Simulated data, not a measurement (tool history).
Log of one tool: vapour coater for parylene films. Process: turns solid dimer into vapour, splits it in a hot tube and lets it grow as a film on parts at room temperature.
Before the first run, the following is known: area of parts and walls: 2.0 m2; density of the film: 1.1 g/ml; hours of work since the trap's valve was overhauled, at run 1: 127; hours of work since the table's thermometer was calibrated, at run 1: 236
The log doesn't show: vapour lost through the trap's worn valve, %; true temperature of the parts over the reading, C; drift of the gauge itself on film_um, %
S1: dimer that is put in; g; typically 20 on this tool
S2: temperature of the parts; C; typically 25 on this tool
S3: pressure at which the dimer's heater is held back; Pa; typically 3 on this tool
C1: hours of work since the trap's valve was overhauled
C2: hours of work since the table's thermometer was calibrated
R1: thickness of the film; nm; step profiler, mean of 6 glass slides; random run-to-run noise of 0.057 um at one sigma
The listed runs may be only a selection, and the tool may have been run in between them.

run	hour	S1	S2	S3	C1	C2	R1
1	0	20	25	3	127	236	6380
2	18.6	20	20	3	139	247	8020
3	60.6	20	20	3	165	274	7880
4	92.8	20	20	3	185	294	7720
5	121.6	24	25	3	203	312	7490
6	163.2	24	25	3	229	338	7360
7	185.8	24	25	3	244	352	7350
8	224.6	24	25	3	268	376	7250
9	252	20	25	3.97	285	394	5910
10	286.7	20	25	2.1	307	415	6010
# hour 316.7: trap's valve overhauled
11	323.2	33	25	3	4	436	11190
12	358.2	20	35	3	26	457	4350
13	378.6	20	35	3	39	470	4310
14	401.4	20	35	3	53	484	4290
15	431.9	20	25	3	72	504	6630
16	475.5	20	32	3	99	531	4820
17	493.8	20	25	2.67	111	542	6520
18	518.5	20	25	3	126	558	6500
19	551.1	20	25	3	147	578	6360
20	590.9	20	25	3	172	603	6310
21	617.1	20	25	3	188	619	6360
22	639.2	20	25	3	202	633	6270
23	681.2	20	19	3	228	660	8030
24	705.6	11	24	6.04	243	675	3390
25	726.7	11	24	6.04	257	688	3370
26	769.7	11	24	6.04	283	715	3410
27	808.9	19	27	4.31	308	740	5100
28	829.1	16	36	9.02	321	752	2700
# hour 836.4: trap's valve overhauled
29	859.6	16	36	9.02	15	769	3200
30	886	35	18	4.84	31	785	15450
31	914.3	35	21	4.02	49	803	13840
32	933.8	31	25	2.98	61	815	10440
33	951.5	31	25	2.98	72	826	10400
34	991.3	20	35	6.76	97	851	4070
35	1024.6	20	28	5.01	118	872	5590
36	1045.9	20	28	8.29	131	885	5440
37	1063.8	14	25	3	142	897	4610
38	1096.8	14	34	3	163	917	3050
39	1139.9	14	34	3	190	944	2990
40	1171.6	12	25	3.05	210	964	3840
41	1206.1	20	25	8.35	231	986	5990
42	1237.2	20	25	8.35	251	1005	5860
43	1281.2	20	25	8.35	278	1033	5900
44	1321.5	20	25	8.35	304	1058	5830
45	1347.8	12	25	5.37	320	1074	3570
# hour 1354.8: trap's valve overhauled
46	1371.2	20	19	4.07	10	1086	8850

Consider 5 possible next runs. They are alternatives, not a sequence: every one starts from the tool as it was left by run 46. What does each give?
A	1398.8	12	19	2.06	28	1104	?
B	1398.8	20	19	4.07	28	1104	?
C	1398.8	25	17	11.89	28	1104	?
D	1398.8	8	25	3	28	1104	?
E	1398.8	12	25	3	28	1104	?

run	R1
A	5210
B	8830
C	11030
D	2770
E	4070
Stripped of hidden state, with their random variation kept, the same runs would have yielded:
run	R1
A	5290
B	8700
C	11200
D	2700
E	3970
